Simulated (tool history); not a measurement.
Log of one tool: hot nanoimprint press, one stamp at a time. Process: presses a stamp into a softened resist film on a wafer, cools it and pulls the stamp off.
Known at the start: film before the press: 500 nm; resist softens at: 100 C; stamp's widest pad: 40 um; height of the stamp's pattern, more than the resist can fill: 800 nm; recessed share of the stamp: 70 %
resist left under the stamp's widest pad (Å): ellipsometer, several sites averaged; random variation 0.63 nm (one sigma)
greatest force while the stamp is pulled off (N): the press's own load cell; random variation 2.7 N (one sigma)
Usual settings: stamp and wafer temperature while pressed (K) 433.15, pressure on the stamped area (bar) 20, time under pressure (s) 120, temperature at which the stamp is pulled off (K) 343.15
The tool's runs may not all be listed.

run   hour  stamp and wafer temperature while pressed (K)  pressure on the stamped area (bar)  time under pressure (s)  temperature at which the stamp is pulled off (K)  resist left under the stamp's widest pad (Å)  greatest force while the stamp is pulled off (N)
  1      0                                         433.15                                  20                      120                                            343.15                                          2512                                               131
  2    8.2                                         433.15                                  20                      120                                            343.15                                          2511                                               131
  3     16                                         433.15                                  20                      120                                            343.15                                          2501                                               131
  4   31.9                                         433.15                                  20                      120                                            343.15                                          2507                                               132
  5   41.8                                         433.15                                13.6                      120                                            343.15                                          2954                                               128
      53.4  -- plate thermocouple calibrated
  6   57.2                                         433.15                                  20                      120                                            339.15                                          2517                                               142
  7   65.2                                         433.15                                  20                       81                                            343.15                                          2871                                               136
  8   80.6                                         433.15                                  20                      153                                            343.15                                          2325                                               129
  9   92.7                                         438.15                                  20                      153                                            343.15                                          1843                                               130
 10  102.6                                         443.15                                  20                      115                                            343.15                                          1657                                               130
 11  114.1                                         443.15                                  20                      115                                            343.15                                          1655                                               131
 12  121.2                                         433.15                                18.6                      120                                            343.15                                          2612                                               128

Forecast each of these 3 alternatives for the next run:
  A  133.2                                         433.15                                  14                       76                                            343.15                                             ?                                                 ?
  B  133.2                                         433.15                                  20                      178                                            343.15                                             ?                                                 ?
  C  133.2                                         445.15                                31.2                      120                                            343.15                                             ?                                                 ?

run  resist left under the stamp's widest pad (Å)  greatest force while the stamp is pulled off (N)
  A                                          3366                                               128
  B                                          2200                                               129
  C                                          1179                                               134
Without the tool's hidden state the same runs would have given:
run  resist left under the stamp's widest pad (Å)  greatest force while the stamp is pulled off (N)
  A                                          3338                                               128
  B                                          2181                                               128
  C                                          1169                                               134

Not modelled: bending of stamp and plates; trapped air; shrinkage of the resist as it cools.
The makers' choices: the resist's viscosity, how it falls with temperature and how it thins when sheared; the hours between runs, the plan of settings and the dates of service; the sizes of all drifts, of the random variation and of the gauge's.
